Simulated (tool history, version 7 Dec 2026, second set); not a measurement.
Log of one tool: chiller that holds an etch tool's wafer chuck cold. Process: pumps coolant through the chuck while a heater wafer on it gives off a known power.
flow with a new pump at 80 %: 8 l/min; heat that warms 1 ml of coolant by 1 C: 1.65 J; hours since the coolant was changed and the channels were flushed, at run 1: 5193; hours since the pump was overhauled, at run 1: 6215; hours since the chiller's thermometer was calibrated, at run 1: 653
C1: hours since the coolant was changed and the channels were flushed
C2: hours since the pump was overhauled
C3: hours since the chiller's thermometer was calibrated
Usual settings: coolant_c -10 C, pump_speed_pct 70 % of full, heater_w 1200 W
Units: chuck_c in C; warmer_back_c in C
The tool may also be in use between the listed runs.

Run 1, hour 0.0: usual settings; C1 5193; C2 6215; C3 653. Result: chuck_c 10.4 C, warmer_back_c 6.61 C.
Run 2, hour 147.8: usual settings; C1 5341; C2 6362; C3 800. Result: chuck_c 10.6 C, warmer_back_c 6.66 C.
Run 3, hour 294.8: usual settings; C1 5488; C2 6509; C3 947. Result: chuck_c 10.5 C, warmer_back_c 6.65 C.
Run 4, hour 476.1: usual settings; C1 5670; C2 6691; C3 1129. Result: chuck_c 10.7 C, warmer_back_c 6.62 C.
Run 5, hour 613.8: usual settings; C1 5807; C2 6828; C3 1266. Result: chuck_c 11.1 C, warmer_back_c 6.66 C.
Run 6, hour 710.4: usual settings; C1 5904; C2 6925; C3 1363. Result: chuck_c 10.9 C, warmer_back_c 6.71 C.
Run 7, hour 872.6: usual settings; C1 6066; C2 7087; C3 1525. Result: chuck_c 11.1 C, warmer_back_c 6.71 C.
Run 8, hour 1083.5: usual settings; C1 6277; C2 7298; C3 1736. Result: chuck_c 11.3 C, warmer_back_c 6.69 C.
Run 9, hour 1188.7: usual settings but coolant_c -2 C; C1 6382; C2 7403; C3 1841. Result: chuck_c 19.1 C, warmer_back_c 6.70 C.
Run 10, hour 1333.8: usual settings but coolant_c -8 C; C1 6527; C2 7548; C3 1986. Result: chuck_c 13.2 C, warmer_back_c 6.72 C.
Run 11, hour 1498.8: usual settings but coolant_c -8 C; C1 6692; C2 7713; C3 2151. Result: chuck_c 13.4 C, warmer_back_c 6.77 C.
At hour 1579.5: coolant changed, channels flushed.
Run 12, hour 1676.6: usual settings but coolant_c -8 C, heater_w 684 W; C1 97; C2 7885; C3 2323. Result: chuck_c 2.8 C, warmer_back_c 3.81 C.
Run 13, hour 1851.3: usual settings but pump_speed_pct 94 % of full, heater_w 1489 W; C1 272; C2 8060; C3 2498. Result: chuck_c 8.5 C, warmer_back_c 6.25 C.
Run 14, hour 1957.5: usual settings but pump_speed_pct 94 % of full, heater_w 1489 W; C1 378; C2 8166; C3 2604. Result: chuck_c 8.9 C, warmer_back_c 6.16 C.
Run 15, hour 2080.6: usual settings but pump_speed_pct 91 % of full, heater_w 634 W; C1 501; C2 8289; C3 2727. Result: chuck_c -1.7 C, warmer_back_c 2.72 C.
Run 16, hour 2167.8: usual settings but pump_speed_pct 91 % of full, heater_w 634 W; C1 588; C2 8376; C3 2814. Result: chuck_c -1.5 C, warmer_back_c 2.77 C.
At hour 2231.0: chiller's thermometer calibrated.
Run 17, hour 2326.1: usual settings but heater_w 857 W; C1 746; C2 8534; C3 95. Result: chuck_c 3.5 C, warmer_back_c 4.86 C.
Run 18, hour 2465.0: usual settings but heater_w 857 W; C1 885; C2 8673; C3 234. Result: chuck_c 3.5 C, warmer_back_c 4.80 C.

The next listed run, before its measurement:
Run 19, hour 2659.9: usual settings but coolant_c -11 C, heater_w 727 W; C1 1079; C2 8868; C3 429. Result: chuck_c ?, warmer_back_c ?.

chuck_c: 0.6 C
warmer_back_c: 4.18 C
Without the tool's hidden state the same run would have given chuck_c -0.4 C, warmer_back_c 3.82 C.
